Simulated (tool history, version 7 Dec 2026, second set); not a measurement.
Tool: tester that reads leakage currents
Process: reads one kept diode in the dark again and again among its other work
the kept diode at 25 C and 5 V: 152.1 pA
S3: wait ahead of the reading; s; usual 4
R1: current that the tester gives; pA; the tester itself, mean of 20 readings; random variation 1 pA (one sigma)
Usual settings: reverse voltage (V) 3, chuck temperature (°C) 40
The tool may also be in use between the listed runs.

Run 1, hour 0: usual settings. Result: R1 363.25 pA.
Run 2, hour 40.5: usual settings. Result: R1 364.34 pA.
Run 3, hour 74.3: usual settings. Result: R1 366.76 pA.
Run 4, hour 113: usual settings. Result: R1 366.33 pA.
At hour 119.1: probe card cleaned and baked.
Run 5, hour 174.2: usual settings but reverse voltage (V) 17.13. Result: R1 985.09 pA.
Run 6, hour 217.6: usual settings but reverse voltage (V) 4.02, chuck temperature (°C) 27. Result: R1 173.07 pA.
Run 7, hour 265.2: usual settings but reverse voltage (V) 4.02, chuck temperature (°C) 27. Result: R1 174.39 pA.
Run 8, hour 302.5: usual settings but reverse voltage (V) 1.71, chuck temperature (°C) 34, S3 1.8 s. Result: R1 178.69 pA.
Run 9, hour 341.5: usual settings but reverse voltage (V) 1.71, chuck temperature (°C) 34, S3 1.8 s. Result: R1 178.3 pA.
Run 10, hour 392: usual settings but S3 6.3 s. Result: R1 375.16 pA.

Forecast each of these 5 alternatives for the next run:
Run A, hour 420.5: usual settings but reverse voltage (V) 1.78, chuck temperature (°C) 52, S3 2.27 s. Result: R1 ?.
Run B, hour 420.5: usual settings but reverse voltage (V) 6.94, S3 1.69 s. Result: R1 ?.
Run C, hour 420.5: usual settings but reverse voltage (V) 7.5, chuck temperature (°C) 27, S3 5.24 s. Result: R1 ?.
Run D, hour 420.5: usual settings but reverse voltage (V) 1.49, chuck temperature (°C) 38, S3 6.3 s. Result: R1 ?.
Run E, hour 420.5: usual settings but reverse voltage (V) 3.5, chuck temperature (°C) 25, S3 8.04 s. Result: R1 ?.

run      R1
  A  627.85
  B  601.82
  C  250.52
  D  220.21
  E  139.21
Without the tool's hidden state the same runs would have given:
run      R1
  A  591.19
  B  555.69
  C  222.39
  D     205
  E  124.65
